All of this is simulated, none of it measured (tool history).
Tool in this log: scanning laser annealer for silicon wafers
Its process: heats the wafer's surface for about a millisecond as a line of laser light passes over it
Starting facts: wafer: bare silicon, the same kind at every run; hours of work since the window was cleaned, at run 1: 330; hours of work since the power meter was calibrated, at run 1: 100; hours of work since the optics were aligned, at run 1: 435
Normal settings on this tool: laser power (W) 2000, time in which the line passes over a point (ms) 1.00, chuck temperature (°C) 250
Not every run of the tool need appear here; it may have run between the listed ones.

| run | hour | laser power (W) | time in which the line passes over a point (ms) | chuck temperature (°C) | hours of work since the window was cleaned | hours of work since the power meter was calibrated | hours of work since the optics were aligned | highest temperature of the surface (°C) |
|---|---|---|---|---|---|---|---|---|
| 1 | 0.0 | 2000 | 1.00 | 250 | 330 | 100 | 435 | 984 |
| 2 | 81.3 | 2000 | 1.00 | 250 | 382 | 151 | 487 | 988 |
| 3 | 149.6 | 2000 | 1.00 | 258 | 425 | 195 | 531 | 995 |
| 4 | 233.0 | 2000 | 1.00 | 258 | 478 | 248 | 584 | 990 |
| 5 | 315.1 | 2000 | 1.00 | 258 | 530 | 300 | 636 | 996 |
| 6 | 359.0 | 2000 | 1.00 | 258 | 558 | 328 | 664 | 997 |
| 7 | 417.6 | 2000 | 1.00 | 258 | 595 | 365 | 701 | 992 |
| 8 | 510.0 | 2000 | 1.00 | 242 | 654 | 424 | 760 | 977 |
| 9 | 567.1 | 2000 | 1.00 | 242 | 691 | 460 | 796 | 978 |
| 10 | 627.9 | 2000 | 1.00 | 242 | 729 | 499 | 835 | 976 |
|  | 651.4 | window over the wafer cleaned |
|  | 706.0 | optics aligned, line set to its width |
| 11 | 722.8 | 2000 | 1.00 | 242 | 42 | 555 | 11 | 979 |
| 12 | 794.3 | 2000 | 1.00 | 242 | 88 | 600 | 56 | 978 |
| 13 | 869.5 | 2113 | 1.00 | 242 | 135 | 648 | 104 | 1034 |
| 14 | 938.8 | 2113 | 1.00 | 242 | 180 | 692 | 148 | 1032 |
| 15 | 1003.3 | 2000 | 1.00 | 250 | 221 | 733 | 189 | 988 |
| 16 | 1074.2 | 2000 | 1.00 | 250 | 266 | 778 | 234 | 986 |
| 17 | 1136.0 | 2000 | 1.00 | 250 | 305 | 818 | 273 | 986 |
| 18 | 1195.6 | 2000 | 1.00 | 250 | 343 | 855 | 311 | 989 |
| 19 | 1280.5 | 2000 | 1.00 | 250 | 397 | 909 | 365 | 988 |
| 20 | 1379.8 | 2000 | 1.00 | 250 | 460 | 973 | 428 | 987 |
| 21 | 1462.2 | 2000 | 1.00 | 250 | 512 | 1025 | 481 | 987 |
| 22 | 1547.3 | 2000 | 1.00 | 250 | 566 | 1079 | 535 | 985 |
| 23 | 1601.5 | 2000 | 0.76 | 246 | 601 | 1114 | 569 | 888 |
| 24 | 1672.0 | 2087 | 1.18 | 257 | 646 | 1158 | 614 | 1106 |
| 25 | 1720.9 | 2087 | 1.18 | 278 | 677 | 1189 | 645 | 1125 |
| 26 | 1796.8 | 2087 | 1.18 | 278 | 725 | 1238 | 694 | 1124 |
|  | 1822.1 | window over the wafer cleaned |
| 27 | 1895.9 | 2000 | 1.00 | 252 | 47 | 1299 | 755 | 990 |
| 28 | 1988.1 | 2000 | 1.07 | 210 | 105 | 1358 | 814 | 971 |
| 29 | 2084.1 | 2000 | 0.87 | 240 | 167 | 1419 | 875 | 924 |
|  | 2095.7 | optics aligned, line set to its width |
| 30 | 2188.3 | 2142 | 1.00 | 282 | 230 | 1482 | 59 | 1085 |
| 31 | 2271.7 | 1934 | 0.74 | 250 | 283 | 1535 | 112 | 853 |
| 32 | 2337.7 | 2116 | 1.06 | 250 | 325 | 1577 | 154 | 1068 |
| 33 | 2379.2 | 2077 | 1.06 | 268 | 351 | 1604 | 180 | 1064 |
| 34 | 2427.9 | 2077 | 1.06 | 268 | 382 | 1634 | 211 | 1060 |
| 35 | 2525.3 | 1943 | 1.06 | 279 | 444 | 1696 | 273 | 1009 |
| 36 | 2607.8 | 2142 | 0.77 | 289 | 496 | 1749 | 326 | 990 |
| 37 | 2677.1 | 2000 | 0.74 | 250 | 540 | 1793 | 370 | 879 |
| 38 | 2764.1 | 1822 | 0.94 | 283 | 596 | 1848 | 425 | 919 |
| 39 | 2843.9 | 2000 | 0.85 | 250 | 646 | 1899 | 476 | 926 |
| 40 | 2885.0 | 2000 | 1.14 | 227 | 673 | 1925 | 502 | 1014 |

Here are 3 independent what-if runs from the current tool condition. What would each one return?
| A | 2980.8 | 2135 | 0.91 | 271 | 733 | 1986 | 563 | ? |
| B | 2980.8 | 2000 | 1.00 | 212 | 733 | 1986 | 563 | ? |
| C | 2980.8 | 1815 | 1.09 | 244 | 733 | 1986 | 563 | ? |

| run | highest temperature of the surface (°C) |
|---|---|
| A | 1034 |
| B | 946 |
| C | 924 |
What these runs would have given with no unlogged condition in the tool:
| run | highest temperature of the surface (°C) |
|---|---|
| A | 1035 |
| B | 947 |
| C | 926 |

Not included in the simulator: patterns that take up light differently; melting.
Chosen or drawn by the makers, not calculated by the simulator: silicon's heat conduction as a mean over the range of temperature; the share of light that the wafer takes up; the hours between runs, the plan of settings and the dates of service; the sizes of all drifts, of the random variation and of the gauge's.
